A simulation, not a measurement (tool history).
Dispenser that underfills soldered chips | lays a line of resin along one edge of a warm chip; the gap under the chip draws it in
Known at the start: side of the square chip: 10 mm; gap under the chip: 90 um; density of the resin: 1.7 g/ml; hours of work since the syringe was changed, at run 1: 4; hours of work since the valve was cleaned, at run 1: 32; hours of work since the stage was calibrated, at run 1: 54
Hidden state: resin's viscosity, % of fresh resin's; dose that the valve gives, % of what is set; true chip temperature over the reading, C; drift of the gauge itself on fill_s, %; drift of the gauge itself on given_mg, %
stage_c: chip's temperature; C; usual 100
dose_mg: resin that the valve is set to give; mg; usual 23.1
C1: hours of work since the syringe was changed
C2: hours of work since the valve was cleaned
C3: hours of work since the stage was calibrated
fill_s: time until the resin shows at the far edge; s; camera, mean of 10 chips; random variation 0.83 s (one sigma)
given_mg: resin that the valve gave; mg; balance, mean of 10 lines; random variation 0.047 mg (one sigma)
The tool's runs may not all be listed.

Run 1, hour 0: usual settings; C1 4; C2 32; C3 54. Result: fill_s 89.7 s, given_mg 22.79 mg.
At hour 3.2: new syringe of resin.
Run 2, hour 4.4: usual settings but stage_c 104 C; C1 1; C2 35; C3 57. Result: fill_s 67.4 s, given_mg 22.77 mg.
At hour 11.8: new syringe of resin.
Run 3, hour 13.6: usual settings but stage_c 104 C; C1 1; C2 41; C3 63. Result: fill_s 69 s, given_mg 22.69 mg.
Run 4, hour 17.8: usual settings but stage_c 104 C; C1 4; C2 44; C3 66. Result: fill_s 78.6 s, given_mg 22.64 mg.
At hour 20.2: new syringe of resin.
Run 5, hour 26.9: usual settings but stage_c 104 C; C1 5; C2 50; C3 72. Result: fill_s 78.1 s, given_mg 22.58 mg.
At hour 28.7: new syringe of resin.
At hour 34.3: dispensing valve cleaned and set on the balance.
Run 6, hour 34.3: usual settings but stage_c 104 C; C1 3; C2 0; C3 76. Result: fill_s 73.2 s, given_mg 23.12 mg.
At hour 38.4: new syringe of resin.
Run 7, hour 43.8: usual settings but stage_c 104 C; C1 4; C2 6; C3 83. Result: fill_s 74.2 s, given_mg 23.05 mg.
At hour 46.7: new syringe of resin.
Run 8, hour 50: usual settings but stage_c 104 C; C1 2; C2 10; C3 87. Result: fill_s 72.3 s, given_mg 23.06 mg.
At hour 55.2: new syringe of resin.
Run 9, hour 58.3: usual settings but stage_c 106 C; C1 2; C2 16; C3 92. Result: fill_s 66.7 s, given_mg 23 mg.
At hour 64.1: new syringe of resin.
Run 10, hour 65.7: usual settings; C1 1; C2 21; C3 97. Result: fill_s 78.3 s, given_mg 22.92 mg.
Run 11, hour 71.2: usual settings but dose_mg 29.1 mg; C1 5; C2 24; C3 101. Result: fill_s 92.1 s, given_mg 28.79 mg.
At hour 72.7: new syringe of resin.
Run 12, hour 76.3: usual settings but dose_mg 29.7 mg; C1 2; C2 28; C3 104. Result: fill_s 82.9 s, given_mg 29.3 mg.
At hour 81.6: new syringe of resin.
Run 13, hour 85: usual settings but dose_mg 27 mg; C1 2; C2 34; C3 110. Result: fill_s 81.2 s, given_mg 26.6 mg.
At hour 90.3: new syringe of resin.
Run 14, hour 90.4: usual settings but dose_mg 23.4 mg; C1 0; C2 37; C3 113. Result: fill_s 74.6 s, given_mg 23.1 mg.
Run 15, hour 95.3: usual settings but dose_mg 29.6 mg; C1 3; C2 40; C3 117. Result: fill_s 87.6 s, given_mg 29.09 mg.
At hour 98.9: new syringe of resin.
Run 16, hour 101.4: usual settings but dose_mg 29.6 mg; C1 2; C2 44; C3 121. Result: fill_s 79.6 s, given_mg 29.11 mg.
At hour 107.6: new syringe of resin.
Run 17, hour 110.3: usual settings but dose_mg 29.6 mg; C1 2; C2 50; C3 127. Result: fill_s 79.6 s, given_mg 29.11 mg.
Run 18, hour 115: usual settings but dose_mg 29.6 mg; C1 5; C2 54; C3 130. Result: fill_s 92.6 s, given_mg 29.04 mg.
At hour 116.1: new syringe of resin.
At hour 117.6: dispensing valve cleaned and set on the balance.
Run 19, hour 120: usual settings but dose_mg 29.6 mg; C1 2; C2 2; C3 132. Result: fill_s 81 s, given_mg 29.68 mg.
At hour 125.8: new syringe of resin.
Run 20, hour 128.5: usual settings but dose_mg 29.6 mg; C1 2; C2 7; C3 138. Result: fill_s 78.6 s, given_mg 29.53 mg.
At hour 134.6: new syringe of resin.
Run 21, hour 137.5: usual settings but stage_c 108 C, dose_mg 21.7 mg; C1 2; C2 13; C3 144. Result: fill_s 59.5 s, given_mg 21.64 mg.
Run 22, hour 141.7: usual settings but stage_c 102 C, dose_mg 27.6 mg; C1 5; C2 16; C3 147. Result: fill_s 84.6 s, given_mg 27.43 mg.
At hour 143.2: new syringe of resin.
Run 23, hour 148.2: usual settings but stage_c 102 C, dose_mg 27.6 mg; C1 3; C2 20; C3 151. Result: fill_s 76.6 s, given_mg 27.31 mg.
At hour 151.4: new syringe of resin.
Run 24, hour 157.1: usual settings but stage_c 102 C, dose_mg 27.6 mg; C1 4; C2 26; C3 157. Result: fill_s 79.3 s, given_mg 27.39 mg.
At hour 160: new syringe of resin.
Run 25, hour 165.2: usual settings but stage_c 105 C, dose_mg 20.1 mg; C1 4; C2 32; C3 162. Result: fill_s 76.5 s, given_mg 19.8 mg.
At hour 168.6: new syringe of resin.
Run 26, hour 174.6: usual settings but stage_c 87 C, dose_mg 22.2 mg; C1 4; C2 38; C3 168. Result: fill_s 158.5 s, given_mg 21.85 mg.
At hour 177.4: new syringe of resin.
Run 27, hour 183.3: usual settings but stage_c 94 C, dose_mg 29.9 mg; C1 4; C2 44; C3 174. Result: fill_s 113.6 s, given_mg 29.38 mg.
At hour 186.2: new syringe of resin.
Run 28, hour 189.7: usual settings but stage_c 114 C, dose_mg 22.7 mg; C1 2; C2 48; C3 178. Result: fill_s 48.2 s, given_mg 22.25 mg.
At hour 194.6: new syringe of resin.
Run 29, hour 197.5: usual settings but stage_c 114 C, dose_mg 22.7 mg; C1 2; C2 53; C3 184. Result: fill_s 46.6 s, given_mg 22.14 mg.
At hour 200.7: dispensing valve cleaned and set on the balance.
Run 30, hour 203.1: usual settings but stage_c 86 C, dose_mg 20.7 mg; C1 5; C2 2; C3 187. Result: fill_s 172.9 s, given_mg 20.69 mg.
At hour 204.1: new syringe of resin.
Run 31, hour 209.2: usual settings but stage_c 87 C, dose_mg 29.9 mg; C1 3; C2 6; C3 191. Result: fill_s 142.6 s, given_mg 29.9 mg.
At hour 212.5: new syringe of resin.
Run 32, hour 215.8: usual settings but stage_c 91 C, dose_mg 24.5 mg; C1 2; C2 10; C3 195. Result: fill_s 114.5 s, given_mg 24.48 mg.
Run 33, hour 220: usual settings but stage_c 91 C, dose_mg 24.5 mg; C1 5; C2 13; C3 198. Result: fill_s 133.8 s, given_mg 24.41 mg.
At hour 221.1: new syringe of resin.
Run 34, hour 228.9: usual settings but stage_c 105 C, dose_mg 25.3 mg; C1 5; C2 19; C3 204. Result: fill_s 76.1 s, given_mg 25.1 mg.
At hour 229.7: new syringe of resin.
Run 35, hour 236.9: usual settings but stage_c 105 C, dose_mg 25.3 mg; C1 5; C2 24; C3 209. Result: fill_s 72.9 s, given_mg 25.08 mg.

3 ways to go on from here, each from the tool as it stands after run 35. What would each give?
At hour 238.6: new syringe of resin.
Run A, hour 246.4: usual settings but stage_c 105 C, dose_mg 25.3 mg; C1 5; C2 30; C3 215. Result: fill_s ?, given_mg ?.
At hour 238.6: new syringe of resin.
Run B, hour 246.4: usual settings but stage_c 110 C, dose_mg 26.6 mg; C1 5; C2 30; C3 215. Result: fill_s ?, given_mg ?.
At hour 238.6: new syringe of resin.
Run C, hour 246.4: usual settings but stage_c 104 C, dose_mg 24.3 mg; C1 5; C2 30; C3 215. Result: fill_s ?, given_mg ?.

run  fill_s  given_mg
  A    73.5        25
  B    60.5     26.34
  C    76.5     24.13
Without the tool's hidden state the same runs would have given:
run  fill_s  given_mg
  A    62.5     25.28
  B    51.4     26.64
  C    65.2      24.4
